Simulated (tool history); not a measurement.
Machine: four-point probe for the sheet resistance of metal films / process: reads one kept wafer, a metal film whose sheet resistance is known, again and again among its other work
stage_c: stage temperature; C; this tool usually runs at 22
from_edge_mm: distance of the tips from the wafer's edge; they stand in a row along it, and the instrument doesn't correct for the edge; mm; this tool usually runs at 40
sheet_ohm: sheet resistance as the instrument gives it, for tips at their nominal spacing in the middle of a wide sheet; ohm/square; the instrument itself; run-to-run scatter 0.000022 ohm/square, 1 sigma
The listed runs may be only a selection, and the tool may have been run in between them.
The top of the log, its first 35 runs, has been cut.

run    hour  stage_c  from_edge_mm  touches since the probe head was changed  hours of work since the stage's thermometer was calibrated  sheet_ohm
 36  1093.7       23            36                                     36580                                                         529   0.111859
 37  1116.4       18             4                                     37115                                                         540   0.115378
 38  1141.4       18            15                                     37703                                                         551   0.111983
 39  1182.5       26            34                                     38668                                                         570   0.111878
 40  1219.7       26            34                                     39542                                                         587   0.111911
 41  1239.3       24            72                                     40001                                                         596   0.111813
 42  1277.2       21            16                                     40891                                                         613   0.111998
 43  1315.9       21            16                                     41802                                                         631   0.111983
 44  1342.4       19            28                                     42425                                                         643   0.111800

Branching from run 44: 3 alternative next runs. What would each branch give?
  A  1382.4       19            20                                     43365                                                         661          ?
  B  1382.4       26            40                                     43365                                                         661          ?
  C  1382.4       23             8                                     43365                                                         661          ?

run  sheet_ohm
  A   0.111888
  B   0.111879
  C   0.112757
Take away the tool's hidden state, keep each run's random variation, and the runs would have read:
run  sheet_ohm
  A   0.111795
  B   0.111788
  C   0.112665

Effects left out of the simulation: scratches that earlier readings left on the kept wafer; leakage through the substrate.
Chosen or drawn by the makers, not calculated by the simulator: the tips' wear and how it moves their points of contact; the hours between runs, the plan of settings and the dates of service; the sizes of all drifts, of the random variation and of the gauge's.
